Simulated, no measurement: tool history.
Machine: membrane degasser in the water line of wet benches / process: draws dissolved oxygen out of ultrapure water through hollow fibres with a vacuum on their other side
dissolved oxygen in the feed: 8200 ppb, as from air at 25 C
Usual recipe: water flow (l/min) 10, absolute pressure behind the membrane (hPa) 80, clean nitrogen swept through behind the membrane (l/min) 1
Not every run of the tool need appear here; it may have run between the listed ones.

| run | hour | water flow (l/min) | absolute pressure behind the membrane (hPa) | clean nitrogen swept through behind the membrane (l/min) | dissolved oxygen in the water behind the degasser (ppb) | pressure that the water loses in the fibres (hPa) |
|---|---|---|---|---|---|---|
| 1 | 0 | 10 | 80 | 1 | 146.1 | 473.2 |
| 2 | 42 | 10 | 80 | 1 | 145 | 473.2 |
| 3 | 78.4 | 10 | 80 | 1 | 144.6 | 477.2 |
| 4 | 123.9 | 10 | 80 | 1 | 147.3 | 475.1 |
| 5 | 173.8 | 10 | 80 | 1 | 147.9 | 473.7 |
| 6 | 198.3 | 10 | 80 | 1 | 144.1 | 472.3 |
| 7 | 227.9 | 7 | 80 | 1 | 95.3 | 330.9 |
| 8 | 266.9 | 7 | 80 | 1 | 96.3 | 332.3 |
| 9 | 291.9 | 10 | 100.2 | 1 | 191 | 472.8 |
| 10 | 342.5 | 10 | 100.2 | 1 | 195.3 | 479.9 |
| 11 | 382.2 | 10 | 80 | 1 | 147 | 472.5 |
| 12 | 430.7 | 10 | 80 | 0.71 | 191.4 | 476.9 |
| 13 | 470.9 | 6 | 78.4 | 2.64 | 33.2 | 286 |
| 14 | 511.1 | 15 | 78.4 | 0.95 | 250.5 | 713.5 |
| 15 | 563.4 | 14 | 70.3 | 1.09 | 189.6 | 664.6 |
| 16 | 594.4 | 10 | 80 | 1.88 | 93.1 | 474.3 |
| 17 | 641.6 | 6 | 73.1 | 1.88 | 40.5 | 285.6 |
| 18 | 692.7 | 16 | 51.1 | 0.69 | 203.5 | 761.3 |
| 19 | 729.3 | 16 | 51.1 | 0.69 | 204.3 | 761.6 |
| 20 | 776.1 | 9 | 169.2 | 1.22 | 265.4 | 430.1 |
| 21 | 830.9 | 10 | 80 | 1.22 | 127.5 | 477.4 |
| 22 | 874.2 | 10 | 80 | 1.22 | 127.1 | 477.6 |
| 23 | 926.1 | 10 | 84.8 | 1.04 | 154 | 477.9 |

Table of differences, measured result less the result of that run with no hidden state. Run-to-run variation is the same in both. Gauge scatter possibly is not:
The hidden state here: membrane still open, %; true pressure behind the membrane over the reading, kPa; air that leaks in behind the membrane, l/min; drift of the gauge itself on oxygen_ppb, %; drift of the gauge itself on loss_of_pressure_kpa, %.
| run | dissolved oxygen in the water behind the degasser (ppb) | pressure that the water loses in the fibres (hPa) |
|---|---|---|
| 1 | +8.2 | +1.6 |
| 2 | +8.2 | +1.7 |
| 3 | +8.3 | +1.7 |
| 4 | +8.5 | +1.8 |
| 5 | +8.6 | +1.8 |
| 6 | +8.5 | +1.9 |
| 7 | +6.5 | +1.4 |
| 8 | +6.6 | +1.4 |
| 9 | +9 | +2 |
| 10 | +9.2 | +2.1 |
| 11 | +8.9 | +2.2 |
| 12 | +11.8 | +2.3 |
| 13 | +2.6 | +1.4 |
| 14 | +13.3 | +3.5 |
| 15 | +11.6 | +3.3 |
| 16 | +5.6 | +2.4 |
| 17 | +3.4 | +1.5 |
| 18 | +18.3 | +4.1 |
| 19 | +18.6 | +4.2 |
| 20 | +9.4 | +2.4 |
| 21 | +8.4 | +2.7 |
| 22 | +8.3 | +2.8 |
| 23 | +9.8 | +2.9 |

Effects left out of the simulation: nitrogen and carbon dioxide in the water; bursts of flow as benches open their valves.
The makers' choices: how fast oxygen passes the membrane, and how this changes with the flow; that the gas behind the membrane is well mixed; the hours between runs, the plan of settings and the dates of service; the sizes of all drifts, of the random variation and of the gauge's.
